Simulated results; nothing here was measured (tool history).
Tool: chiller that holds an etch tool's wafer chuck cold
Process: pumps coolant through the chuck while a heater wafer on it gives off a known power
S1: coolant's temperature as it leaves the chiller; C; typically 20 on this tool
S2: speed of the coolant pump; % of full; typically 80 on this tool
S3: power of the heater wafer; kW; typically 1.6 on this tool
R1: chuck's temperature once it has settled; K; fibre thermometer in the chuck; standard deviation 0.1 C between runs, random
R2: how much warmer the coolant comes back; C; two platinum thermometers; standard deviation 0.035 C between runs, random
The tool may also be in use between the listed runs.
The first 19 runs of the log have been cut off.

run    hour  S1  S2     S3      R1    R2
 20  1422.7  23  73  1.944  324.75  7.81
 21  1510.8  28  66  1.497  324.95  6.67
 22  1577.9  12  62  1.122  303.85  5.39
 23  1625.9  12  62   1.73  314.05  8.22
 24  1697.3  12  62   1.73  314.15  8.32
 25  1747.9  13  60    1.6  313.75  7.82
 26  1828.2  20  72    1.6  317.15  6.56
 27  1878.5  12  68  0.858  298.35  3.72
 28  1926.4  12  86      1  297.75  3.41
 29  1972.5  12  86      1  297.85  3.39
 30  2023.1  20  80  1.771  317.75  6.57
 31  2064.7  13  80  1.477  306.65  5.42

Here are 5 independent what-if runs from the current tool condition. What would each one return?
  A  2136.6  23  80    1.6   ?   ?
  B  2136.6  20  80  2.266   ?   ?
  C  2136.6  16  71  1.477   ?   ?
  D  2136.6  19  80  0.813   ?   ?
  E  2136.6  25  74  1.354   ?   ?

run      R1    R2
  A  318.35  5.86
  B  324.95  8.26
  C  311.75  6.13
  D  303.15  3.01
  E  318.05  5.38
Without the tool's unlogged condition, the same runs would have read:
run      R1    R2
  A  316.95  5.81
  B  322.75  8.19
  C  310.25  6.08
  D  302.75  2.99
  E  316.85  5.33

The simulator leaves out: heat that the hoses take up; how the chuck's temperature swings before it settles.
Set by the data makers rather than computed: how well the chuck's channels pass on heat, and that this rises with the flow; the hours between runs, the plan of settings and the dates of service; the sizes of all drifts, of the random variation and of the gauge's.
